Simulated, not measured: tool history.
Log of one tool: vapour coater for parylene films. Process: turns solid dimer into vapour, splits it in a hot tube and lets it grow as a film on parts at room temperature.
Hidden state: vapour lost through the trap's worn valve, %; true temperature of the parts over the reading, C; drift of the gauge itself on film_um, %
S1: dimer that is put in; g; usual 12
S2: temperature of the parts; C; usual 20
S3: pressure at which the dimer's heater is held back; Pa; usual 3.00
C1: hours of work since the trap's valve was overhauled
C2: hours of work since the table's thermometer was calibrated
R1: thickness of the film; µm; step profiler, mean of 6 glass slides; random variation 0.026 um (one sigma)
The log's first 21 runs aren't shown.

run,hour,S1,S2,S3,C1,C2,R1
22,229.2,10,20,3.00,154,446,1.69
23,242.1,10,20,3.00,163,455,1.74
24,251.9,10,20,3.00,171,462,1.74
25,266.3,10,20,11.88,181,473,1.35
26,272.8,10,20,11.88,186,478,1.35
27,284.9,13,20,9.98,195,487,1.81
28,296.0,17,17,5.97,203,495,2.77
29,302.6,8,18,3.00,208,500,1.48
30,313.7,8,18,3.00,216,508,1.43
31,320.6,6,19,3.75,221,513,0.99
32,335.1,9,23,3.47,232,524,1.38
33,347.4,9,20,3.65,241,533,1.52
34,361.7,17,20,4.68,252,543,2.69
35,369.6,17,20,4.68,257,549,2.66
36,378.3,12,20,3.68,264,555,1.93
37,391.6,12,22,8.94,274,565,1.63
38,399.2,12,22,8.94,279,571,1.61
39,409.2,21,25,3.00,286,578,3.08
40,418.5,13,17,2.21,293,585,2.48
41,424.7,8,21,7.16,298,590,1.12
42,435.7,8,21,7.16,306,598,1.15
43,446.6,8,21,7.16,314,606,1.13
44,458.1,11,20,3.00,323,614,1.85
45,471.9,19,14,5.66,333,624,3.26
46,483.6,12,20,6.86,341,633,1.77

Forecast each of these 3 alternatives for the next run:
A,495.6,12,22,3.00,350,642,?
B,495.6,12,13,3.00,350,642,?
C,495.6,7,20,3.00,350,642,?

run,R1
A,1.88
B,2.39
C,1.17
Without the tool's hidden state the same runs would have given:
run,R1
A,2.05
B,2.61
C,1.27
